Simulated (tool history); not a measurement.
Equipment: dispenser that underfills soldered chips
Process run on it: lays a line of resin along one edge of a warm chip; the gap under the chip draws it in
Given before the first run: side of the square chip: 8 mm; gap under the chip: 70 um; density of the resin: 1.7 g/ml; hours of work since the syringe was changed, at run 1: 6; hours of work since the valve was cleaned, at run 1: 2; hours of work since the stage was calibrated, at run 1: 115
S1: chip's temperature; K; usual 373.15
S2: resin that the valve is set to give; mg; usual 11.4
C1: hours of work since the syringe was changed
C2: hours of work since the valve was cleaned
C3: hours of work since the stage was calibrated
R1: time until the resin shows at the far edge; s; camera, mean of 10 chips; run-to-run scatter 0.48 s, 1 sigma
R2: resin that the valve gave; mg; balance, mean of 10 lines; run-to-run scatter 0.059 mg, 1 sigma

| run | hour | S1 | S2 | C1 | C2 | C3 | R1 | R2 |
|---|---|---|---|---|---|---|---|---|
| 1 | 0 | 373.15 | 11.4 | 6 | 2 | 115 | 56 | 11.38 |
|  | 2.6 | new syringe of resin |
| 2 | 5.5 | 365.15 | 11.4 | 2 | 6 | 119 | 56.3 | 11.32 |
| 3 | 12 | 365.15 | 11.4 | 7 | 11 | 124 | 73.9 | 11.31 |
|  | 13.3 | new syringe of resin |
| 4 | 15.5 | 373.15 | 10.5 | 2 | 14 | 126 | 43.3 | 10.37 |
| 5 | 22.4 | 373.15 | 10.5 | 7 | 19 | 132 | 58.6 | 10.29 |
|  | 24.1 | new syringe of resin |
| 6 | 27.9 | 373.15 | 11.4 | 3 | 23 | 135 | 46.4 | 11.16 |
|  | 34.9 | new syringe of resin |
| 7 | 35.2 | 373.15 | 11.4 | 0 | 28 | 141 | 40.1 | 11.18 |
| 8 | 39.1 | 362.15 | 11.4 | 3 | 31 | 144 | 65.6 | 11.17 |
| 9 | 43.6 | 364.15 | 11.4 | 7 | 34 | 147 | 76.1 | 11.12 |
|  | 45.4 | new syringe of resin |
| 10 | 49.6 | 364.15 | 11.4 | 3 | 39 | 152 | 61.5 | 11.09 |
| 11 | 54 | 360.15 | 10.1 | 7 | 42 | 155 | 87.5 | 9.82 |
|  | 56.1 | new syringe of resin |
| 12 | 59.4 | 374.15 | 12.4 | 2 | 46 | 159 | 42.4 | 11.92 |
| 13 | 65.9 | 362.15 | 10.8 | 7 | 51 | 164 | 82.9 | 10.4 |

Predict each of these 3 candidate next runs independently; none follows another, all start after run 13:
|  | 66.8 | new syringe of resin |
| A | 71.2 | 362.15 | 13.9 | 3 | 55 | 168 | ? | ? |
|  | 66.8 | new syringe of resin |
| B | 71.2 | 387.15 | 11.4 | 3 | 55 | 168 | ? | ? |
|  | 66.8 | new syringe of resin |
| C | 71.2 | 359.15 | 11.3 | 3 | 55 | 168 | ? | ? |

| run | R1 | R2 |
|---|---|---|
| A | 63.5 | 13.3 |
| B | 31.3 | 10.86 |
| C | 71.8 | 10.86 |
Take away the tool's hidden state, keep each run's random variation, and the runs would have read:
| run | R1 | R2 |
|---|---|---|
| A | 51.7 | 13.88 |
| B | 25.4 | 11.34 |
| C | 58 | 11.34 |

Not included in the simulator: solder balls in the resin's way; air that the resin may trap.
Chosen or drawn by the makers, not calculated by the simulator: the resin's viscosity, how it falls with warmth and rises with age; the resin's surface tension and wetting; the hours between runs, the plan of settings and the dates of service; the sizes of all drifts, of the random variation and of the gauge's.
